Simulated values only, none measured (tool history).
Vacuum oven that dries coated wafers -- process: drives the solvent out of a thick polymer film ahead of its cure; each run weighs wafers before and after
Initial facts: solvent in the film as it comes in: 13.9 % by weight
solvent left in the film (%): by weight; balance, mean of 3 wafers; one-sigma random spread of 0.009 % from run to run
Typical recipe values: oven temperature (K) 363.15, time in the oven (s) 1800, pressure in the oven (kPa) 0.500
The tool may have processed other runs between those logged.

Run 1, hour 0.0: usual settings. Result: solvent left in the film (%) 1.595.
Run 2, hour 70.0: usual settings. Result: solvent left in the film (%) 1.617.
Run 3, hour 114.7: usual settings but pressure in the oven (kPa) 1.276. Result: solvent left in the film (%) 2.196.
At hour 183.2: oven's thermocouples calibrated.
Run 4, hour 208.7: usual settings but pressure in the oven (kPa) 1.276. Result: solvent left in the film (%) 2.328.
Run 5, hour 274.0: usual settings but pressure in the oven (kPa) 1.276. Result: solvent left in the film (%) 2.325.
Run 6, hour 360.1: usual settings but oven temperature (K) 351.15, pressure in the oven (kPa) 1.276. Result: solvent left in the film (%) 4.690.
Run 7, hour 426.7: usual settings. Result: solvent left in the film (%) 1.723.
Run 8, hour 510.2: usual settings. Result: solvent left in the film (%) 1.741.
Run 9, hour 581.6: usual settings. Result: solvent left in the film (%) 1.724.
Run 10, hour 650.2: usual settings but oven temperature (K) 357.15. Result: solvent left in the film (%) 2.691.
Run 11, hour 710.0: usual settings but oven temperature (K) 369.15, pressure in the oven (kPa) 0.734. Result: solvent left in the film (%) 1.190.
Run 12, hour 793.6: usual settings but time in the oven (s) 2520. Result: solvent left in the film (%) 1.050.
Run 13, hour 856.5: usual settings but oven temperature (K) 378.15, time in the oven (s) 2520. Result: solvent left in the film (%) 0.389.
Run 14, hour 939.1: usual settings but oven temperature (K) 377.15, time in the oven (s) 2700. Result: solvent left in the film (%) 0.392.
Run 15, hour 1016.1: usual settings but oven temperature (K) 377.15, time in the oven (s) 2700. Result: solvent left in the film (%) 0.417.
Run 16, hour 1083.7: usual settings but oven temperature (K) 377.15, time in the oven (s) 2700, pressure in the oven (kPa) 0.988. Result: solvent left in the film (%) 0.646.
Run 17, hour 1155.7: usual settings but oven temperature (K) 377.15, time in the oven (s) 2700, pressure in the oven (kPa) 0.988. Result: solvent left in the film (%) 0.636.
Run 18, hour 1221.8: usual settings but oven temperature (K) 377.15, time in the oven (s) 2700, pressure in the oven (kPa) 0.988. Result: solvent left in the film (%) 0.661.
Run 19, hour 1261.0: usual settings but oven temperature (K) 370.15, time in the oven (s) 2820, pressure in the oven (kPa) 0.816. Result: solvent left in the film (%) 0.793.
Run 20, hour 1306.6: usual settings but oven temperature (K) 361.15, time in the oven (s) 2820, pressure in the oven (kPa) 0.738. Result: solvent left in the film (%) 1.296.

Below, some changes in solvent left in the film (%) between adjacent runs. For each, the amount present without the hidden state too (settings, incoming material, random variation) and the amount remaining for the hidden state with gauge scatter not shared by both compared results:
The hidden state here: true wafer temperature over the reading, C; true pressure over the reading, kPa; drift of the gauge itself on solvent_pct, %.
Run 3 -> 4: oven's thermocouples calibrated. solvent left in the film (%) +0.132: hidden state +0.141, all else -0.009.
Run 5 -> 6: oven temperature (K) 363.15 -> 351.15. solvent left in the film (%) +2.365: hidden state +0.079, all else +2.286.
Run 6 -> 7: oven temperature (K) 351.15 -> 363.15, pressure in the oven (kPa) 1.276 -> 0.500. solvent left in the film (%) -2.967: hidden state -0.088, all else -2.879.
